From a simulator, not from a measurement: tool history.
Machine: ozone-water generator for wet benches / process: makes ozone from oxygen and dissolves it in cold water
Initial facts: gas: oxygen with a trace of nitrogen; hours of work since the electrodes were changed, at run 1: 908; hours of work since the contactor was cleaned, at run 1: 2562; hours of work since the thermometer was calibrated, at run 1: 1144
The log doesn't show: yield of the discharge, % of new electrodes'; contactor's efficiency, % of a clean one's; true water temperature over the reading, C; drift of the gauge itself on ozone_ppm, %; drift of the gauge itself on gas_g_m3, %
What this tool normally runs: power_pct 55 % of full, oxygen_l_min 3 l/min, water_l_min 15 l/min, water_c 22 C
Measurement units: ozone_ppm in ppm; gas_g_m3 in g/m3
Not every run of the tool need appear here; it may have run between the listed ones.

run,hour,power_pct,oxygen_l_min,water_l_min,water_c,hours of work since the electrodes were changed,hours of work since the contactor was cleaned,hours of work since the thermometer was calibrated,ozone_ppm,gas_g_m3
1,0,55,3,15,22,908,2562,1144,18,225.8
2,70.1,55,3,15,22,955,2609,1191,18.3,226.1
3,145.7,55,3,15,22,1007,2661,1243,17.9,224.6
4,225.3,55,3,15,18,1061,2715,1297,18.8,225.9
5,263.7,55,3,18,18,1087,2741,1323,16.1,223.7
6,299.2,70,3,15,22,1111,2765,1347,20.1,254.8
7,352.4,55,3,15,22,1147,2801,1383,18,226.7
8,436.5,55,3,15,22,1204,2858,1441,18,228.6
9,489.8,55,3,15,22,1240,2895,1477,17.8,227.2
10,549.9,55,3,15,22,1281,2936,1518,17.8,225.8
11,632.6,71,3,15,22,1337,2992,1574,20,253.5
12,690.8,71,3,15,22,1377,3031,1613,20,256.8
13,760.4,71,3,15,22,1424,3079,1661,20.2,255.9
14,805.4,71,3,15,22,1455,3109,1691,20.3,253.7
15,862,71,3,15,22,1493,3148,1730,20.3,254.8
16,939.3,71,3,15,22,1546,3200,1782,20,256.7
17,1010,71,3,15,22,1594,3248,1830,20,256
18,1080.9,71,3,15,22,1642,3296,1878,20.2,257.1
19,1127.9,71,3,15,22,1674,3328,1910,19.9,255.5
20,1194.1,94,1.98,22,22,1719,3373,1955,14.4,333
21,1231.8,55,5.09,15,22,1745,3399,1981,19.5,190.2
22,1316.5,55,5.09,15,22,1802,3457,2039,19.8,188.9
23,1372.5,55,3.97,9,22,1840,3495,2077,26.1,203.5
24,1454.6,50,3,15,22,1896,3550,2132,16.8,211.9
25,1519.7,55,3,22,20,1940,3595,2177,12.7,223.1
26,1574.7,55,3,22,20,1978,3632,2214,12.9,225.4
27,1660.9,55,3,20,16,2036,3691,2273,14.4,222.8
28,1709.1,49,3.33,19,16,2069,3723,2305,15.3,203
29,1784.5,93,3.33,19,28,2120,3775,2357,17.9,278.2
30,1861,62,3.33,19,23,2172,3827,2409,15.5,229
31,1925.8,62,3.33,19,23,2216,3871,2453,15.3,228.2
32,2008.9,86,3,14,29,2273,3927,2509,21,277.6
33,2050.4,55,5.34,13,22,2301,3955,2537,21.2,184.5
34,2118.2,55,5.34,13,22,2347,4001,2583,21.4,185

Hidden state or all else? Some run-to-run changes of ozone_ppm, split into what the settings, what came in and random variation would give without the hidden state, and what is left for the hidden state (with any gauge scatter that isn't in both results):
Run 22 -> 23: oxygen_l_min 5.09 -> 3.97, water_l_min 15 -> 9. ozone_ppm +6.3 ppm: hidden state -0.4, all else +6.7.
Run 23 -> 24: power_pct 55 -> 50, oxygen_l_min 3.97 -> 3, water_l_min 9 -> 15. ozone_ppm -9.3 ppm: hidden state +0.6, all else -9.9.
Run 31 -> 32: power_pct 62 -> 86, oxygen_l_min 3.33 -> 3, water_l_min 19 -> 14, water_c 23 -> 29. ozone_ppm +5.7 ppm: hidden state -0.6, all else +6.3.
